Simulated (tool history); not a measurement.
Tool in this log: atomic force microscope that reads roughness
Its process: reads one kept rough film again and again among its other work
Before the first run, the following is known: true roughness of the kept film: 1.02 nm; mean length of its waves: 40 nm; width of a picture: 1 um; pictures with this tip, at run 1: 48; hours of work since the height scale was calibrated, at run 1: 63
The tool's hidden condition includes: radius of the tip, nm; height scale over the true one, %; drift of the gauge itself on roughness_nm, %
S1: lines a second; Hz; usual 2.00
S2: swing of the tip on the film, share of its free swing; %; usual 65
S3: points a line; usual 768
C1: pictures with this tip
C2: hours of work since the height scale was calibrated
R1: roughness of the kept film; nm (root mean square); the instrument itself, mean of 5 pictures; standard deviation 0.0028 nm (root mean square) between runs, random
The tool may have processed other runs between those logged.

Run 1, hour 0.0: usual settings; C1 48; C2 63. Result: R1 0.947 nm (root mean square).
Run 2, hour 15.1: usual settings; C1 63; C2 70. Result: R1 0.938 nm (root mean square).
Run 3, hour 33.7: usual settings; C1 82; C2 80. Result: R1 0.934 nm (root mean square).
Run 4, hour 54.1: usual settings but S3 413; C1 103; C2 90. Result: R1 0.935 nm (root mean square).
At hour 71.3: new tip fitted.
Run 5, hour 72.5: usual settings but S3 272; C1 1; C2 99. Result: R1 0.949 nm (root mean square).
Run 6, hour 83.2: usual settings but S3 272; C1 12; C2 104. Result: R1 0.944 nm (root mean square).
Run 7, hour 92.3: usual settings but S3 272; C1 21; C2 108. Result: R1 0.943 nm (root mean square).
Run 8, hour 111.4: usual settings but S1 1.45 Hz; C1 41; C2 118. Result: R1 0.962 nm (root mean square).
Run 9, hour 126.6: usual settings but S3 666; C1 56; C2 126. Result: R1 0.944 nm (root mean square).
Run 10, hour 136.2: usual settings; C1 66; C2 130. Result: R1 0.941 nm (root mean square).
Run 11, hour 153.6: usual settings; C1 83; C2 139. Result: R1 0.939 nm (root mean square).
Run 12, hour 170.3: usual settings; C1 100; C2 147. Result: R1 0.934 nm (root mean square).
Run 13, hour 180.8: usual settings; C1 111; C2 152. Result: R1 0.935 nm (root mean square).
At hour 190.0: new tip fitted.
Run 14, hour 201.6: usual settings; C1 12; C2 162. Result: R1 0.956 nm (root mean square).
Run 15, hour 221.4: usual settings but S2 60 %; C1 32; C2 172. Result: R1 0.961 nm (root mean square).
Run 16, hour 240.6: usual settings but S2 60 %, S3 296; C1 51; C2 182. Result: R1 0.950 nm (root mean square).
Run 17, hour 261.2: usual settings but S2 72 %; C1 72; C2 192. Result: R1 0.919 nm (root mean square).
Run 18, hour 270.7: usual settings but S2 72 %; C1 82; C2 197. Result: R1 0.919 nm (root mean square).
At hour 273.1: height scale calibrated on a step standard.
Run 19, hour 287.8: usual settings but S2 88 %; C1 98; C2 7. Result: R1 0.844 nm (root mean square).
Run 20, hour 304.4: usual settings but S2 88 %; C1 115; C2 15. Result: R1 0.843 nm (root mean square).
At hour 309.4: new tip fitted.
Run 21, hour 322.6: usual settings but S1 3.33 Hz; C1 13; C2 24. Result: R1 0.924 nm (root mean square).
Run 22, hour 339.5: usual settings but S1 3.33 Hz; C1 30; C2 33. Result: R1 0.920 nm (root mean square).
Run 23, hour 355.7: usual settings but S3 719; C1 47; C2 41. Result: R1 0.947 nm (root mean square).
Run 24, hour 372.6: usual settings; C1 64; C2 49. Result: R1 0.946 nm (root mean square).
Run 25, hour 388.1: usual settings but S1 0.82 Hz, S3 748; C1 80; C2 57. Result: R1 0.968 nm (root mean square).
At hour 398.7: height scale calibrated on a step standard, once more.
Run 26, hour 400.3: usual settings but S1 0.82 Hz, S3 748; C1 91; C2 1. Result: R1 0.959 nm (root mean square).
Run 27, hour 415.5: usual settings but S1 3.57 Hz, S2 69 %, S3 748; C1 107; C2 8. Result: R1 0.879 nm (root mean square).
At hour 429.2: new tip fitted.
Run 28, hour 435.5: usual settings but S1 3.57 Hz, S2 69 %, S3 748; C1 7; C2 18. Result: R1 0.903 nm (root mean square).
Run 29, hour 452.2: usual settings but S1 3.57 Hz, S2 69 %, S3 748; C1 24; C2 26. Result: R1 0.891 nm (root mean square).
Run 30, hour 467.9: usual settings but S1 0.91 Hz, S2 90 %; C1 40; C2 34. Result: R1 0.915 nm (root mean square).
Run 31, hour 486.5: usual settings but S1 0.91 Hz, S2 90 %; C1 58; C2 43. Result: R1 0.909 nm (root mean square).
Run 32, hour 504.0: usual settings but S1 0.91 Hz, S2 90 %; C1 76; C2 52. Result: R1 0.907 nm (root mean square).
Run 33, hour 518.3: usual settings but S1 3.07 Hz, S2 73 %, S3 664; C1 91; C2 59. Result: R1 0.870 nm (root mean square).
Run 34, hour 539.5: usual settings but S1 0.91 Hz, S2 59 %, S3 859; C1 112; C2 70. Result: R1 0.965 nm (root mean square).
At hour 547.5: new tip fitted.
Run 35, hour 548.6: usual settings but S1 0.91 Hz, S2 87 %, S3 392; C1 1; C2 74. Result: R1 0.927 nm (root mean square).
Run 36, hour 565.6: usual settings but S1 1.79 Hz, S2 83 %, S3 621; C1 18; C2 82. Result: R1 0.890 nm (root mean square).
Run 37, hour 584.0: usual settings but S1 0.56 Hz, S2 60 %; C1 37; C2 91. Result: R1 0.986 nm (root mean square).
Run 38, hour 594.3: usual settings but S3 343; C1 48; C2 96. Result: R1 0.940 nm (root mean square).
Run 39, hour 614.5: usual settings but S1 0.87 Hz, S3 691; C1 68; C2 106. Result: R1 0.967 nm (root mean square).
Run 40, hour 631.4: usual settings but S1 0.87 Hz, S3 691; C1 85; C2 115. Result: R1 0.966 nm (root mean square).
Run 41, hour 648.7: usual settings but S1 0.81 Hz, S2 57 %, S3 727; C1 103; C2 123. Result: R1 0.967 nm (root mean square).
Run 42, hour 664.3: usual settings but S1 0.81 Hz, S2 68 %, S3 780; C1 119; C2 131. Result: R1 0.953 nm (root mean square).
At hour 666.1: new tip fitted.
Run 43, hour 674.5: usual settings but S1 0.81 Hz, S2 68 %, S3 780; C1 9; C2 136. Result: R1 0.972 nm (root mean square).
Run 44, hour 686.8: usual settings but S2 61 %, S3 265; C1 21; C2 142. Result: R1 0.956 nm (root mean square).
Run 45, hour 696.7: usual settings but S2 61 %, S3 265; C1 31; C2 147. Result: R1 0.949 nm (root mean square).
Run 46, hour 709.4: usual settings but S1 3.53 Hz, S2 62 %, S3 587; C1 44; C2 153. Result: R1 0.925 nm (root mean square).
Run 47, hour 729.5: usual settings but S1 0.61 Hz, S3 694; C1 65; C2 163. Result: R1 0.972 nm (root mean square).
Run 48, hour 744.3: usual settings but S1 0.91 Hz, S2 67 %, S3 844; C1 80; C2 171. Result: R1 0.960 nm (root mean square).

What differs in the tool's unlogged condition from the final listed run ahead of each entry between runs to the first listed run following it?
After run 4, before run 5: new tip fitted (hour 71.3)
  radius of the tip, nm: 15.9 -> 7.6; height scale over the true one, %: 0.21 -> 0.22
  measured less the result without the state, R1: -0.019 -> +0.001 nm (root mean square)
After run 13, before run 14: new tip fitted (hour 190.0)
  radius of the tip, nm: 17.1 -> 8.3; height scale over the true one, %: 0.26 -> 0.27
  measured less the result without the state, R1: -0.021 -> +0.000 nm (root mean square)
After run 18, before run 19: height scale calibrated on a step standard (hour 273.1)
  radius of the tip, nm: 14.2 -> 15.6; height scale over the true one, %: 0.31 -> 0.43
  measured less the result without the state, R1: -0.014 -> -0.014 nm (root mean square)
After run 20, before run 21: new tip fitted (hour 309.4)
  radius of the tip, nm: 16.9 -> 8.7; height scale over the true one, %: 0.44 -> 0.45
  measured less the result without the state, R1: -0.017 -> +0.000 nm (root mean square)
After run 25, before run 26: height scale calibrated on a step standard, once more (hour 398.7)
  radius of the tip, nm: 14.5 -> 15.4; height scale over the true one, %: 0.48 -> -0.14
  measured less the result without the state, R1: -0.014 -> -0.022 nm (root mean square)
After run 27, before run 28: new tip fitted (hour 429.2)
  radius of the tip, nm: 16.7 -> 7.7; height scale over the true one, %: -0.14 -> -0.13
  measured less the result without the state, R1: -0.022 -> -0.002 nm (root mean square)
After run 34, before run 35: new tip fitted (hour 547.5)
  radius of the tip, nm: 16.9 -> 7.5
  measured less the result without the state, R1: -0.024 -> -0.002 nm (root mean square)
After run 42, before run 43: new tip fitted (hour 666.1)
  radius of the tip, nm: 17.3 -> 7.8
  measured less the result without the state, R1: -0.025 -> -0.002 nm (root mean square)
